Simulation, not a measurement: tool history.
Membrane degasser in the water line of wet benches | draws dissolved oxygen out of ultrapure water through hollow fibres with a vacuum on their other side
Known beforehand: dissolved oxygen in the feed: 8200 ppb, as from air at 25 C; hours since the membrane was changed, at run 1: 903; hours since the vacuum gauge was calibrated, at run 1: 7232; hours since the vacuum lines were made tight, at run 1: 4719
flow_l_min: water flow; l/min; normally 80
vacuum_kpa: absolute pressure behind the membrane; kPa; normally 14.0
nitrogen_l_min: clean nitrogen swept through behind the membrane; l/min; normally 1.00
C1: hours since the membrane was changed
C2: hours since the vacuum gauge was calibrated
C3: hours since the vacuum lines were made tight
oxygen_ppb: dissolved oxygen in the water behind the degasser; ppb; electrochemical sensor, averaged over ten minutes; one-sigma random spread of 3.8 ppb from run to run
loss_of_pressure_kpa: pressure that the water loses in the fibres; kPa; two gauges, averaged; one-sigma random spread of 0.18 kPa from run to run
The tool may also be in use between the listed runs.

{"run": 1, "day": 0.0, "flow_l_min": 80, "vacuum_kpa": 14.0, "nitrogen_l_min": 1.0, "C1": 903, "C2": 7232, "C3": 4719, "oxygen_ppb": 1314.1, "loss_of_pressure_kpa": 34.1}
{"run": 2, "day": 2.192, "flow_l_min": 75, "vacuum_kpa": 14.0, "nitrogen_l_min": 1.0, "C1": 956, "C2": 7284, "C3": 4772, "oxygen_ppb": 1260.9, "loss_of_pressure_kpa": 32.89}
{"run": 3, "day": 3.467, "flow_l_min": 75, "vacuum_kpa": 14.0, "nitrogen_l_min": 1.0, "C1": 986, "C2": 7315, "C3": 4802, "oxygen_ppb": 1268.3, "loss_of_pressure_kpa": 32.1}
{"run": 4, "day": 5.129, "flow_l_min": 80, "vacuum_kpa": 14.0, "nitrogen_l_min": 1.0, "C1": 1026, "C2": 7355, "C3": 4842, "oxygen_ppb": 1314.9, "loss_of_pressure_kpa": 34.61}
{"run": 5, "day": 6.375, "flow_l_min": 80, "vacuum_kpa": 14.0, "nitrogen_l_min": 1.0, "C1": 1056, "C2": 7385, "C3": 4872, "oxygen_ppb": 1322.7, "loss_of_pressure_kpa": 34.76}
{"run": 6, "day": 7.771, "flow_l_min": 80, "vacuum_kpa": 14.0, "nitrogen_l_min": 1.0, "C1": 1089, "C2": 7418, "C3": 4906, "oxygen_ppb": 1317.5, "loss_of_pressure_kpa": 34.87}
{"run": 7, "day": 9.317, "flow_l_min": 124, "vacuum_kpa": 14.0, "nitrogen_l_min": 1.0, "C1": 1127, "C2": 7455, "C3": 4943, "oxygen_ppb": 1709.1, "loss_of_pressure_kpa": 53.55}
{"run": 8, "day": 10.721, "flow_l_min": 124, "vacuum_kpa": 14.0, "nitrogen_l_min": 1.0, "C1": 1160, "C2": 7489, "C3": 4976, "oxygen_ppb": 1699.3, "loss_of_pressure_kpa": 53.97}
{"run": 9, "day": 12.058, "flow_l_min": 124, "vacuum_kpa": 14.0, "nitrogen_l_min": 1.0, "C1": 1192, "C2": 7521, "C3": 5008, "oxygen_ppb": 1709.2, "loss_of_pressure_kpa": 53.66}
{"run": 10, "day": 13.521, "flow_l_min": 80, "vacuum_kpa": 12.3, "nitrogen_l_min": 1.0, "C1": 1227, "C2": 7556, "C3": 5043, "oxygen_ppb": 1138.5, "loss_of_pressure_kpa": 34.5}
{"day": 15.283, "done": "vacuum gauge calibrated"}
{"run": 11, "day": 15.725, "flow_l_min": 67, "vacuum_kpa": 14.0, "nitrogen_l_min": 1.0, "C1": 1280, "C2": 11, "C3": 5096, "oxygen_ppb": 1142.4, "loss_of_pressure_kpa": 28.95}
{"run": 12, "day": 17.075, "flow_l_min": 110, "vacuum_kpa": 14.0, "nitrogen_l_min": 1.0, "C1": 1312, "C2": 43, "C3": 5128, "oxygen_ppb": 1551.5, "loss_of_pressure_kpa": 47.77}
{"run": 13, "day": 18.071, "flow_l_min": 110, "vacuum_kpa": 14.0, "nitrogen_l_min": 1.0, "C1": 1336, "C2": 67, "C3": 5152, "oxygen_ppb": 1552.9, "loss_of_pressure_kpa": 47.85}
{"run": 14, "day": 20.192, "flow_l_min": 70, "vacuum_kpa": 23.9, "nitrogen_l_min": 1.76, "C1": 1387, "C2": 118, "C3": 5203, "oxygen_ppb": 1424.0, "loss_of_pressure_kpa": 30.34}
{"run": 15, "day": 22.404, "flow_l_min": 48, "vacuum_kpa": 25.0, "nitrogen_l_min": 0.89, "C1": 1440, "C2": 171, "C3": 5256, "oxygen_ppb": 1820.3, "loss_of_pressure_kpa": 20.71}
{"run": 16, "day": 24.167, "flow_l_min": 48, "vacuum_kpa": 22.2, "nitrogen_l_min": 0.89, "C1": 1483, "C2": 213, "C3": 5299, "oxygen_ppb": 1623.6, "loss_of_pressure_kpa": 20.71}
{"run": 17, "day": 25.708, "flow_l_min": 102, "vacuum_kpa": 17.2, "nitrogen_l_min": 0.46, "C1": 1519, "C2": 250, "C3": 5336, "oxygen_ppb": 2683.1, "loss_of_pressure_kpa": 44.02}
{"run": 18, "day": 27.521, "flow_l_min": 102, "vacuum_kpa": 17.2, "nitrogen_l_min": 0.46, "C1": 1563, "C2": 294, "C3": 5379, "oxygen_ppb": 2679.5, "loss_of_pressure_kpa": 44.09}
{"run": 19, "day": 28.95, "flow_l_min": 80, "vacuum_kpa": 9.5, "nitrogen_l_min": 1.0, "C1": 1597, "C2": 328, "C3": 5413, "oxygen_ppb": 787.1, "loss_of_pressure_kpa": 34.64}
{"run": 20, "day": 30.375, "flow_l_min": 80, "vacuum_kpa": 9.5, "nitrogen_l_min": 1.0, "C1": 1632, "C2": 362, "C3": 5448, "oxygen_ppb": 789.4, "loss_of_pressure_kpa": 34.59}
{"run": 21, "day": 32.525, "flow_l_min": 80, "vacuum_kpa": 9.5, "nitrogen_l_min": 1.0, "C1": 1683, "C2": 414, "C3": 5499, "oxygen_ppb": 786.5, "loss_of_pressure_kpa": 34.86}
{"run": 22, "day": 34.821, "flow_l_min": 49, "vacuum_kpa": 14.0, "nitrogen_l_min": 2.29, "C1": 1738, "C2": 469, "C3": 5554, "oxygen_ppb": 489.7, "loss_of_pressure_kpa": 21.08}
{"run": 23, "day": 36.275, "flow_l_min": 80, "vacuum_kpa": 14.0, "nitrogen_l_min": 0.45, "C1": 1773, "C2": 504, "C3": 5589, "oxygen_ppb": 1958.9, "loss_of_pressure_kpa": 34.73}
{"run": 24, "day": 37.4, "flow_l_min": 80, "vacuum_kpa": 13.0, "nitrogen_l_min": 1.08, "C1": 1800, "C2": 531, "C3": 5616, "oxygen_ppb": 1123.3, "loss_of_pressure_kpa": 34.72}

Predict each of these 4 candidate next runs independently; none follows another, all start after run 24:
{"run": "A", "day": 39.279, "flow_l_min": 77, "vacuum_kpa": 14.0, "nitrogen_l_min": 2.04, "C1": 1845, "C2": 576, "C3": 5661, "oxygen_ppb": "?", "loss_of_pressure_kpa": "?"}
{"run": "B", "day": 39.279, "flow_l_min": 124, "vacuum_kpa": 12.0, "nitrogen_l_min": 1.0, "C1": 1845, "C2": 576, "C3": 5661, "oxygen_ppb": "?", "loss_of_pressure_kpa": "?"}
{"run": "C", "day": 39.279, "flow_l_min": 80, "vacuum_kpa": 18.4, "nitrogen_l_min": 0.54, "C1": 1845, "C2": 576, "C3": 5661, "oxygen_ppb": "?", "loss_of_pressure_kpa": "?"}
{"run": "D", "day": 39.279, "flow_l_min": 80, "vacuum_kpa": 13.0, "nitrogen_l_min": 0.64, "C1": 1845, "C2": 576, "C3": 5661, "oxygen_ppb": "?", "loss_of_pressure_kpa": "?"}

run=A oxygen_ppb=770.7 loss_of_pressure_kpa=33.08
run=B oxygen_ppb=1404.3 loss_of_pressure_kpa=53.74
run=C oxygen_ppb=2378.1 loss_of_pressure_kpa=34.92
run=D oxygen_ppb=1523.5 loss_of_pressure_kpa=34.94
Take away the tool's hidden state, keep each run's random variation, and the runs would have read:
run=A oxygen_ppb=768.2 loss_of_pressure_kpa=32.71
run=B oxygen_ppb=1404.8 loss_of_pressure_kpa=53.13
run=C oxygen_ppb=2389.5 loss_of_pressure_kpa=34.52
run=D oxygen_ppb=1528.5 loss_of_pressure_kpa=34.55
